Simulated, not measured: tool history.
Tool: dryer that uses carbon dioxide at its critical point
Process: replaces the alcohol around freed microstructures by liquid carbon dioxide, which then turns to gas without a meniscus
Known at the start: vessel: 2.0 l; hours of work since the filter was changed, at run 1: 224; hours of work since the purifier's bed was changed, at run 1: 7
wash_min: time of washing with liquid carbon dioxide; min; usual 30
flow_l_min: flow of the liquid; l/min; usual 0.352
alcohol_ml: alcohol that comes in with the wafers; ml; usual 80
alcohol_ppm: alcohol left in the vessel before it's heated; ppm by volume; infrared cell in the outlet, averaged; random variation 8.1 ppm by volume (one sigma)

| run | day | wash_min | flow_l_min | alcohol_ml | hours of work since the filter was changed | hours of work since the purifier's bed was changed | alcohol_ppm |
|---|---|---|---|---|---|---|---|
| 1 | 0.000 | 30 | 0.352 | 80 | 224 | 7 | 512 |
| 2 | 0.350 | 30 | 0.352 | 80 | 229 | 11 | 524 |
| 3 | 0.700 | 30 | 0.352 | 80 | 233 | 15 | 509 |
| 4 | 0.950 | 30 | 0.352 | 80 | 236 | 18 | 493 |
| 5 | 1.200 | 30 | 0.352 | 80 | 239 | 21 | 523 |
| 6 | 1.479 | 30 | 0.376 | 80 | 243 | 25 | 381 |
| 7 | 1.871 | 30 | 0.352 | 80 | 247 | 30 | 532 |
| 8 | 2.250 | 26 | 0.352 | 80 | 252 | 34 | 911 |
| 9 | 2.467 | 24 | 0.352 | 88 | 255 | 37 | 1362 |
| 10 | 2.829 | 24 | 0.352 | 55 | 259 | 41 | 850 |
| 11 | 3.150 | 42 | 0.592 | 32 | 263 | 45 | 20 |
| 12 | 3.567 | 40 | 0.262 | 40 | 268 | 51 | 295 |
| 13 | 3.850 | 40 | 0.262 | 40 | 272 | 54 | 307 |
| 14 | 4.225 | 46 | 0.332 | 40 | 276 | 59 | 63 |
| 15 | 4.467 | 34 | 0.364 | 68 | 279 | 62 | 233 |
| 16 | 4.875 | 29 | 0.397 | 80 | 284 | 67 | 375 |

The same runs without the tool's hidden state, with the same run-to-run variation:
The hidden state here: flow that reaches the vessel past the clogged filter, %; alcohol in the recycled carbon dioxide, ppm; drift of the gauge itself on alcohol_ppm, %.
| run | alcohol_ppm |
|---|---|
| 1 | 429 |
| 2 | 439 |
| 3 | 422 |
| 4 | 407 |
| 5 | 431 |
| 6 | 307 |
| 7 | 435 |
| 8 | 765 |
| 9 | 1160 |
| 10 | 718 |
| 11 | 5 |
| 12 | 230 |
| 13 | 238 |
| 14 | 34 |
| 15 | 167 |
| 16 | 284 |
